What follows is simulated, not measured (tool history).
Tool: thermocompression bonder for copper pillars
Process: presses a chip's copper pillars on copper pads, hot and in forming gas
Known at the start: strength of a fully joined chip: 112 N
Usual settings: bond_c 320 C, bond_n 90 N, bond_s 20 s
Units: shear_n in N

run 1 hour=0 | bond_c=320 bond_n=90 bond_s=20 | shear_n=68.7
run 2 hour=21.1 | bond_c=320 bond_n=90 bond_s=19 | shear_n=65.2
run 3 hour=33.2 | bond_c=299 bond_n=90 bond_s=20 | shear_n=52.8
run 4 hour=46.4 | bond_c=320 bond_n=66 bond_s=20 | shear_n=55.4
run 5 hour=66.6 | bond_c=320 bond_n=66 bond_s=20 | shear_n=55.1
run 6 hour=84.7 | bond_c=320 bond_n=90 bond_s=20 | shear_n=67.3
run 7 hour=103.6 | bond_c=320 bond_n=90 bond_s=20 | shear_n=66.1
run 8 hour=127.9 | bond_c=320 bond_n=90 bond_s=20 | shear_n=66.5
run 9 hour=150.2 | bond_c=320 bond_n=90 bond_s=20 | shear_n=65.8
run 10 hour=168.5 | bond_c=320 bond_n=90 bond_s=20 | shear_n=64.8
run 11 hour=184.3 | bond_c=320 bond_n=90 bond_s=20 | shear_n=65.4
run 12 hour=196.5 | bond_c=320 bond_n=90 bond_s=17 | shear_n=62
run 13 hour=217 | bond_c=320 bond_n=90 bond_s=44 | shear_n=79.2
run 14 hour=235.6 | bond_c=320 bond_n=90 bond_s=17 | shear_n=59.5
run 15 hour=248.5 | bond_c=320 bond_n=90 bond_s=14 | shear_n=56.7
run 16 hour=265.6 | bond_c=320 bond_n=90 bond_s=20 | shear_n=63
run 17 hour=286 | bond_c=320 bond_n=90 bond_s=20 | shear_n=63.4
run 18 hour=297.4 | bond_c=320 bond_n=82 bond_s=20 | shear_n=58.4
-- hour=314.8 forming gas filter changed
run 19 hour=321.3 | bond_c=320 bond_n=90 bond_s=20 | shear_n=65.7
-- hour=335.4 heater calibrated with a thermocouple chip
run 20 hour=336.5 | bond_c=320 bond_n=90 bond_s=20 | shear_n=73.1
run 21 hour=355.1 | bond_c=320 bond_n=90 bond_s=20 | shear_n=74.4
run 22 hour=380.5 | bond_c=320 bond_n=90 bond_s=20 | shear_n=73.6
run 23 hour=402 | bond_c=290 bond_n=58 bond_s=21 | shear_n=37.7
run 24 hour=418.4 | bond_c=320 bond_n=90 bond_s=20 | shear_n=71.7
run 25 hour=434.6 | bond_c=320 bond_n=90 bond_s=20 | shear_n=72.8
run 26 hour=457.4 | bond_c=320 bond_n=90 bond_s=20 | shear_n=71.5
run 27 hour=476.3 | bond_c=346 bond_n=59 bond_s=57 | shear_n=91.7
run 28 hour=499.4 | bond_c=301 bond_n=55 bond_s=21 | shear_n=42.3
run 29 hour=512.6 | bond_c=317 bond_n=78 bond_s=21 | shear_n=64.1
run 30 hour=530 | bond_c=317 bond_n=90 bond_s=40 | shear_n=81.3
run 31 hour=556.7 | bond_c=303 bond_n=92 bond_s=22 | shear_n=61.3
run 32 hour=575.4 | bond_c=320 bond_n=100 bond_s=14 | shear_n=64.6
run 33 hour=592.9 | bond_c=308 bond_n=64 bond_s=14 | shear_n=41.1
run 34 hour=618.2 | bond_c=344 bond_n=76 bond_s=12 | shear_n=66.9
run 35 hour=639.9 | bond_c=344 bond_n=128 bond_s=15 | shear_n=89.5
run 36 hour=655.2 | bond_c=309 bond_n=128 bond_s=15 | shear_n=67.5
run 37 hour=677.6 | bond_c=319 bond_n=90 bond_s=20 | shear_n=66.2
run 38 hour=692.4 | bond_c=332 bond_n=90 bond_s=20 | shear_n=74.1
run 39 hour=711.5 | bond_c=320 bond_n=116 bond_s=12 | shear_n=64.5
-- hour=730.8 forming gas filter changed
run 40 hour=736.2 | bond_c=310 bond_n=101 bond_s=52 | shear_n=84.7
run 41 hour=761.3 | bond_c=294 bond_n=99 bond_s=20 | shear_n=51.8

Hidden state or all else? Some run-to-run changes of shear_n, split into what the settings, what came in and random variation would give without the hidden state, and what is left for the hidden state (with any gauge scatter that isn't in both results):
The hidden state here: true temperature of the bond over the reading, C; force that reaches the chip, % of what is set; oxide that the forming gas leaves, % of the face; drift of the gauge itself on shear_n, %.
Run 18 -> 19: bond_n 82 -> 90, forming gas filter changed. shear_n +7.3 N: hidden state +3.5, all else +3.8.
Run 19 -> 20: heater calibrated with a thermocouple chip. shear_n +7.4 N: hidden state +8.1, all else -0.7.
Run 22 -> 23: bond_c 320 -> 290, bond_n 90 -> 58, bond_s 20 -> 21. shear_n -35.9 N: hidden state +0.4, all else -36.3.
Run 23 -> 24: bond_c 290 -> 320, bond_n 58 -> 90, bond_s 21 -> 20. shear_n +34 N: hidden state -1.2, all else +35.2.
Run 27 -> 28: bond_c 346 -> 301, bond_n 59 -> 55, bond_s 57 -> 21. shear_n -49.4 N: hidden state +0.6, all else -50.
Run 39 -> 40: bond_c 320 -> 310, bond_n 116 -> 101, bond_s 12 -> 52, forming gas filter changed. shear_n +20.2 N: hidden state +4.4, all else +15.8.
